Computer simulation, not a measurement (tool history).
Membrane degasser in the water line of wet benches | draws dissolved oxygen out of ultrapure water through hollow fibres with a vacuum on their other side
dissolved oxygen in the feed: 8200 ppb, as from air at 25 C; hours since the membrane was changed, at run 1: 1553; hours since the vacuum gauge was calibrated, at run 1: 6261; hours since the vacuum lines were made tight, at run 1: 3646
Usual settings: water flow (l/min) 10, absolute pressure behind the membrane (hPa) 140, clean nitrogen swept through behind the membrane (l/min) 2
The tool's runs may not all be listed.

| run | day | water flow (l/min) | absolute pressure behind the membrane (hPa) | clean nitrogen swept through behind the membrane (l/min) | hours since the membrane was changed | hours since the vacuum gauge was calibrated | hours since the vacuum lines were made tight | dissolved oxygen in the water behind the degasser (ppb) | pressure that the water loses in the fibres (hPa) |
|---|---|---|---|---|---|---|---|---|---|
| 1 | 0 | 10 | 140 | 2 | 1553 | 6261 | 3646 | 141.5 | 441.8 |
| 2 | 7.679 | 10 | 140 | 2 | 1737 | 6445 | 3831 | 142.1 | 445.2 |
| 3 | 12.958 | 10 | 140 | 2 | 1864 | 6572 | 3957 | 141.1 | 443 |
| 4 | 17.329 | 10 | 140 | 2 | 1968 | 6677 | 4062 | 142 | 446.3 |
| 5 | 24.792 | 15 | 140 | 2 | 2148 | 6856 | 4241 | 216.5 | 662.6 |
| 6 | 28.167 | 15 | 140 | 2 | 2229 | 6937 | 4322 | 217.2 | 669.3 |
| 7 | 34.567 | 15 | 140 | 2 | 2382 | 7090 | 4476 | 216.2 | 675 |
| 8 | 38.288 | 7 | 140 | 2 | 2471 | 7180 | 4565 | 98 | 312.1 |
| 9 | 42.742 | 7 | 140 | 2 | 2578 | 7287 | 4672 | 97.1 | 312.6 |
| 10 | 50.296 | 7 | 140 | 2 | 2760 | 7468 | 4853 | 97.1 | 312.1 |
| 11 | 56.517 | 10 | 140 | 2 | 2909 | 7617 | 5003 | 142 | 447.2 |
| 12 | 60.075 | 10 | 140 | 2 | 2994 | 7703 | 5088 | 141.6 | 450.5 |
| 13 | 63.621 | 10 | 140 | 2.27 | 3079 | 7788 | 5173 | 126.4 | 447.1 |
| 14 | 70.412 | 10 | 140 | 2 | 3242 | 7951 | 5336 | 140.3 | 451.2 |
|  | 74.117 | seals of the vacuum lines changed |
| 15 | 74.783 | 10 | 140 | 2 | 3345 | 8054 | 16 | 141.3 | 453.1 |
| 16 | 81.367 | 16 | 106 | 2.59 | 3503 | 8212 | 174 | 140.4 | 721.1 |
| 17 | 86.075 | 16 | 106 | 2.59 | 3616 | 8325 | 287 | 138.6 | 718.7 |
| 18 | 93.483 | 7 | 304 | 1.84 | 3794 | 8502 | 465 | 253.1 | 314.6 |
|  | 97.554 | vacuum gauge calibrated |
| 19 | 99.225 | 7 | 150 | 5.88 | 3931 | 40 | 602 | 39.6 | 317.5 |
| 20 | 103.15 | 7 | 116 | 4.84 | 4026 | 134 | 696 | 34.5 | 318.5 |
| 21 | 109.442 | 10 | 143 | 4.63 | 4177 | 285 | 847 | 70.1 | 451.9 |
| 22 | 117.379 | 10 | 143 | 4.63 | 4367 | 476 | 1038 | 69.2 | 454.2 |
| 23 | 124.746 | 12 | 91 | 1.05 | 4544 | 653 | 1215 | 172.9 | 545.4 |
| 24 | 131.867 | 12 | 91 | 1.05 | 4715 | 823 | 1385 | 169.4 | 543.4 |
| 25 | 139.142 | 12 | 91 | 1.05 | 4889 | 998 | 1560 | 171.8 | 545.1 |
| 26 | 143.542 | 11 | 187 | 1.17 | 4995 | 1104 | 1666 | 345.2 | 501.2 |
| 27 | 147.883 | 10 | 172 | 5.13 | 5099 | 1208 | 1770 | 79.5 | 457.9 |
| 28 | 154.85 | 10 | 140 | 0.98 | 5266 | 1375 | 1937 | 264.6 | 453.7 |
| 29 | 161.271 | 10 | 140 | 0.8 | 5421 | 1529 | 2091 | 316.7 | 455.5 |

4 ways to go on from here, each from the tool as it stands after run 29. What would each give?
|  | 165.554 | gauge calibrated |
| A | 168.162 | 10 | 86 | 2 | 5586 | 1695 | 2257 | ? | ? |
|  | 165.554 | gauge calibrated |
| B | 168.162 | 10 | 221 | 0.8 | 5586 | 1695 | 2257 | ? | ? |
|  | 165.554 | gauge calibrated |
| C | 168.162 | 15 | 140 | 0.8 | 5586 | 1695 | 2257 | ? | ? |
|  | 165.554 | gauge calibrated |
| D | 168.162 | 10 | 226 | 5.25 | 5586 | 1695 | 2257 | ? | ? |

| run | dissolved oxygen in the water behind the degasser (ppb) | pressure that the water loses in the fibres (hPa) |
|---|---|---|
| A | 76.7 | 441 |
| B | 530 | 440.8 |
| C | 461.4 | 665.8 |
| D | 101.7 | 441.1 |
Without the tool's hidden state the same runs would have given:
| run | dissolved oxygen in the water behind the degasser (ppb) | pressure that the water loses in the fibres (hPa) |
|---|---|---|
| A | 76.7 | 440.6 |
| B | 529.9 | 440.4 |
| C | 461.3 | 665.2 |
| D | 101.7 | 440.7 |

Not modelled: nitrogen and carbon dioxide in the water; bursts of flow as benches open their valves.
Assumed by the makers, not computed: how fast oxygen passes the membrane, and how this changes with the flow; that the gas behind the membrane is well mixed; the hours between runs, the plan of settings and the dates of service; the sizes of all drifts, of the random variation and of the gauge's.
